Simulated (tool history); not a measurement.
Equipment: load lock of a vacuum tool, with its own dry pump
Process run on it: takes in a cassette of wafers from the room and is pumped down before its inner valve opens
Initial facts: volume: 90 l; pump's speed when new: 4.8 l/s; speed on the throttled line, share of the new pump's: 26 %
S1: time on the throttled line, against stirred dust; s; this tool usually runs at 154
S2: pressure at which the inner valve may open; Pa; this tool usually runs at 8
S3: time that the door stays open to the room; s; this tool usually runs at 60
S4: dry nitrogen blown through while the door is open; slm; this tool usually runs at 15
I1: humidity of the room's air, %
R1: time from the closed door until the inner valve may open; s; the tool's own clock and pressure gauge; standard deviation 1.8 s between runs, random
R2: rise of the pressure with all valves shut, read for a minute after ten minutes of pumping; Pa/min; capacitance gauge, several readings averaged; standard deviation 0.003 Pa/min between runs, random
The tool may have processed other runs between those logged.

run 1 day=0 | S1=154 S2=8 S3=60 S4=15 | I1=45.4 | R1=307.9 R2=0.056
run 2 day=7.633 | S1=154 S2=8 S3=60 S4=15 | I1=44.8 | R1=310.6 R2=0.051
run 3 day=16.071 | S1=154 S2=8 S3=60 S4=4 | I1=46.1 | R1=313.2 R2=0.071
run 4 day=21.162 | S1=154 S2=8 S3=60 S4=4 | I1=43.4 | R1=310.2 R2=0.07
run 5 day=29.904 | S1=145 S2=8 S3=60 S4=15 | I1=42.8 | R1=308.5 R2=0.064
run 6 day=39.992 | S1=154 S2=8 S3=60 S4=15 | I1=39.9 | R1=309.7 R2=0.064
run 7 day=45.688 | S1=307 S2=8 S3=60 S4=15 | I1=44.6 | R1=420.7 R2=0.072
run 8 day=52.221 | S1=307 S2=8 S3=60 S4=15 | I1=43.9 | R1=418.3 R2=0.071
run 9 day=57.338 | S1=307 S2=8 S3=60 S4=15 | I1=42.8 | R1=414.7 R2=0.07
run 10 day=67.425 | S1=146 S2=8 S3=60 S4=15 | I1=49.7 | R1=302.7 R2=0.078
run 11 day=77 | S1=154 S2=8 S3=60 S4=15 | I1=47 | R1=316.7 R2=0.075
run 12 day=82.7 | S1=154 S2=7 S3=60 S4=10 | I1=44.7 | R1=318.7 R2=0.08
run 13 day=91.279 | S1=154 S2=6 S3=113 S4=15 | I1=47.9 | R1=317.8 R2=0.092
run 14 day=100.496 | S1=154 S2=6 S3=113 S4=15 | I1=44.3 | R1=314.8 R2=0.095
run 15 day=109.612 | S1=154 S2=6 S3=113 S4=15 | I1=49.8 | R1=315.4 R2=0.097
run 16 day=116.883 | S1=154 S2=6 S3=113 S4=15 | I1=40.9 | R1=321.6 R2=0.094
run 17 day=124.088 | S1=161 S2=6 S3=93 S4=32 | I1=45.4 | R1=325.7 R2=0.085
run 18 day=134.504 | S1=154 S2=7 S3=60 S4=26 | I1=46 | R1=315.1 R2=0.088
run 19 day=142.217 | S1=135 S2=12 S3=41 S4=15 | I1=45.7 | R1=293.2 R2=0.094
run 20 day=149.654 | S1=135 S2=12 S3=41 S4=15 | I1=41.7 | R1=294.4 R2=0.092
run 21 day=155.342 | S1=177 S2=6 S3=31 S4=5 | I1=43.8 | R1=337.5 R2=0.097
run 22 day=162.208 | S1=177 S2=6 S3=31 S4=5 | I1=44.2 | R1=336.3 R2=0.104

Measured result minus the same run's result without the hidden state. Both carry the same run-to-run variation, though not necessarily the same gauge scatter:
Unlogged tool condition in this case: pump's speed, % of a new pump's; leak at the door's seal, Pa l/s; drift of the gauge itself on ready_s, %; drift of the gauge itself on rise_pa_min, %.
run=1 R1=+19.4 R2=+0.037
run=2 R1=+19.8 R2=+0.038
run=3 R1=+20.2 R2=+0.041
run=4 R1=+20.2 R2=+0.042
run=5 R1=+20.7 R2=+0.044
run=6 R1=+20.7 R2=+0.046
run=7 R1=+14.6 R2=+0.048
run=8 R1=+14.6 R2=+0.05
run=9 R1=+14.7 R2=+0.051
run=10 R1=+21.4 R2=+0.053
run=11 R1=+22.3 R2=+0.056
run=12 R1=+22.8 R2=+0.059
run=13 R1=+23.4 R2=+0.061
run=14 R1=+23.4 R2=+0.064
run=15 R1=+23.7 R2=+0.066
run=16 R1=+24.4 R2=+0.066
run=17 R1=+24.3 R2=+0.07
run=18 R1=+24.3 R2=+0.073
run=19 R1=+23.4 R2=+0.077
run=20 R1=+23.8 R2=+0.078
run=21 R1=+24.7 R2=+0.079
run=22 R1=+24.8 R2=+0.081
